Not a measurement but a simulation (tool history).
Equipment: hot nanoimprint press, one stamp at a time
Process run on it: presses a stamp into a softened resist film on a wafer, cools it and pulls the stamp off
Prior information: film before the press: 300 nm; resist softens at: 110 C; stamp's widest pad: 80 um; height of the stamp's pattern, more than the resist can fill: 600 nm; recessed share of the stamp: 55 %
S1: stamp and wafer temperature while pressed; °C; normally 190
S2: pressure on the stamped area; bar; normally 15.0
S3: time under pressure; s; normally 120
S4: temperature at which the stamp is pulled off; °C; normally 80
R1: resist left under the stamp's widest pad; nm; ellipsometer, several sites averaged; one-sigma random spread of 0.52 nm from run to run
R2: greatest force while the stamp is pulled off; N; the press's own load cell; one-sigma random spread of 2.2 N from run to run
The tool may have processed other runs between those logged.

run,day,S1,S2,S3,S4,R1,R2
1,0.000,190,15.0,120,80,174.9,159
2,0.988,190,15.0,120,80,175.2,162
# day 1.875: stamp cleaned and given a new release coat
# day 2.417: plate thermocouple calibrated
3,2.817,190,15.0,120,80,174.6,166
4,3.596,190,15.0,120,80,175.1,167
5,5.250,190,15.0,120,82,175.1,155
6,6.625,190,15.0,120,82,174.9,156
7,7.938,185,15.0,120,80,206.8,165
8,9.446,190,15.0,120,80,175.1,166
9,10.858,190,15.0,120,82,174.3,156
# day 12.462: stamp cleaned and given a new release coat
10,12.696,190,15.0,120,80,174.3,165
11,13.604,190,15.0,120,80,175.4,164
12,15.154,190,15.0,120,80,174.7,164
13,16.900,190,15.0,120,80,174.8,167
14,17.683,190,15.0,120,80,174.7,166
15,19.179,190,15.0,120,80,175.2,164
16,20.517,201,20.1,127,72,97.1,193
17,21.738,201,20.1,127,72,96.6,201
# day 22.821: stamp cleaned and given a new release coat
18,23.158,192,15.8,100,70,168.3,203
19,24.396,192,15.8,100,68,167.3,209
20,25.808,197,15.0,120,71,136.0,196
21,26.788,197,15.0,120,71,136.2,198
22,28.633,189,15.0,74,66,205.2,222
23,29.788,189,15.0,74,66,204.9,218
24,31.358,185,15.0,120,80,205.7,167
# day 32.133: plate thermocouple calibrated
25,32.662,185,18.5,120,71,189.0,195
# day 33.404: stamp cleaned and given a new release coat
26,34.700,185,18.9,69,71,212.9,192
27,36.279,185,16.5,170,74,181.3,185
28,37.329,197,16.5,170,74,114.5,182
29,38.979,198,15.0,120,80,131.3,168
30,39.750,186,15.0,120,81,198.8,161

Alternative continuations, all from the tool just after run 30; predict every row:
A,41.133,201,15.0,157,72,?,?
B,41.133,186,15.0,120,67,?,?
C,41.133,180,10.1,120,80,?,?

run,R1,R2
A,107.6,194
B,200.6,209
C,264.1,165
What these runs would have given with no unlogged condition in the tool:
run,R1,R2
A,107.5,194
B,200.5,208
C,264.0,164
